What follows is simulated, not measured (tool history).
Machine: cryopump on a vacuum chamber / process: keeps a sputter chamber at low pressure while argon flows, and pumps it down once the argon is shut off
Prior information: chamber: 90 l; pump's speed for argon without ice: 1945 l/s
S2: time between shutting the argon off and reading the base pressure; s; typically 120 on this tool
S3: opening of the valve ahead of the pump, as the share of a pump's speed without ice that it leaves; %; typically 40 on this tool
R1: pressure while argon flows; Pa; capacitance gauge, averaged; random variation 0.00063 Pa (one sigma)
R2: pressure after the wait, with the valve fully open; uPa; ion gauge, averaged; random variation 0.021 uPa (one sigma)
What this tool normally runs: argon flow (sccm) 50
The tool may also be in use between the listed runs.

{"run": 1, "day": 0.0, "argon flow (sccm)": 50, "S2": 120, "S3": 40, "R1": 0.1137, "R2": 0.77}
{"run": 2, "day": 0.688, "argon flow (sccm)": 50, "S2": 80, "S3": 40, "R1": 0.1144, "R2": 0.99}
{"run": 3, "day": 1.579, "argon flow (sccm)": 50, "S2": 80, "S3": 40, "R1": 0.1146, "R2": 0.92}
{"run": 4, "day": 2.046, "argon flow (sccm)": 50, "S2": 80, "S3": 40, "R1": 0.1142, "R2": 0.9}
{"run": 5, "day": 2.733, "argon flow (sccm)": 50, "S2": 80, "S3": 40, "R1": 0.1149, "R2": 0.93}
{"run": 6, "day": 3.146, "argon flow (sccm)": 24, "S2": 80, "S3": 40, "R1": 0.0538, "R2": 0.92}
{"run": 7, "day": 3.688, "argon flow (sccm)": 24, "S2": 80, "S3": 40, "R1": 0.055, "R2": 0.88}
{"run": 8, "day": 4.096, "argon flow (sccm)": 24, "S2": 80, "S3": 40, "R1": 0.0554, "R2": 0.96}
{"run": 9, "day": 4.638, "argon flow (sccm)": 50, "S2": 120, "S3": 40, "R1": 0.1139, "R2": 0.78}
{"run": 10, "day": 5.479, "argon flow (sccm)": 28, "S2": 120, "S3": 40, "R1": 0.0636, "R2": 0.75}
{"run": 11, "day": 6.138, "argon flow (sccm)": 50, "S2": 25, "S3": 20, "R1": 0.2216, "R2": 2.13}
{"run": 12, "day": 6.971, "argon flow (sccm)": 50, "S2": 25, "S3": 20, "R1": 0.2223, "R2": 2.01}
{"run": 13, "day": 7.546, "argon flow (sccm)": 50, "S2": 25, "S3": 20, "R1": 0.2245, "R2": 2.15}
{"run": 14, "day": 8.012, "argon flow (sccm)": 24, "S2": 23, "S3": 20, "R1": 0.1072, "R2": 2.34}
{"run": 15, "day": 8.579, "argon flow (sccm)": 24, "S2": 23, "S3": 52, "R1": 0.043, "R2": 2.26}
{"run": 16, "day": 9.188, "argon flow (sccm)": 64, "S2": 51, "S3": 52, "R1": 0.1156, "R2": 1.3}
{"run": 17, "day": 9.654, "argon flow (sccm)": 64, "S2": 51, "S3": 52, "R1": 0.1167, "R2": 1.25}
{"run": 18, "day": 10.092, "argon flow (sccm)": 63, "S2": 25, "S3": 31, "R1": 0.1846, "R2": 2.05}
{"run": 19, "day": 10.808, "argon flow (sccm)": 50, "S2": 39, "S3": 40, "R1": 0.1164, "R2": 1.48}
{"run": 20, "day": 11.471, "argon flow (sccm)": 22, "S2": 134, "S3": 40, "R1": 0.0502, "R2": 0.76}

Measured minus without-hidden-state, run by run (identical run-to-run variation in each term; gauge scatter may differ):
What the log doesn't record here: pump's speed, % of a pump's without ice; cold plate's temperature, K; leak into the chamber, uPa l/s; drift of the gauge itself on working_pa, %; drift of the gauge itself on base_upa, %.
run=1 R1=+0.0052 R2=+0.25
run=2 R1=+0.0053 R2=+0.26
run=3 R1=+0.0054 R2=+0.26
run=4 R1=+0.0055 R2=+0.26
run=5 R1=+0.0056 R2=+0.27
run=6 R1=+0.0027 R2=+0.27
run=7 R1=+0.0027 R2=+0.26
run=8 R1=+0.0027 R2=+0.29
run=9 R1=+0.0059 R2=+0.28
run=10 R1=+0.0033 R2=+0.29
run=11 R1=+0.0060 R2=+0.30
run=12 R1=+0.0062 R2=+0.29
run=13 R1=+0.0063 R2=+0.30
run=14 R1=+0.0031 R2=+0.31
run=15 R1=+0.0031 R2=+0.30
run=16 R1=+0.0085 R2=+0.31
run=17 R1=+0.0085 R2=+0.31
run=18 R1=+0.0084 R2=+0.31
run=19 R1=+0.0068 R2=+0.31
run=20 R1=+0.0030 R2=+0.32
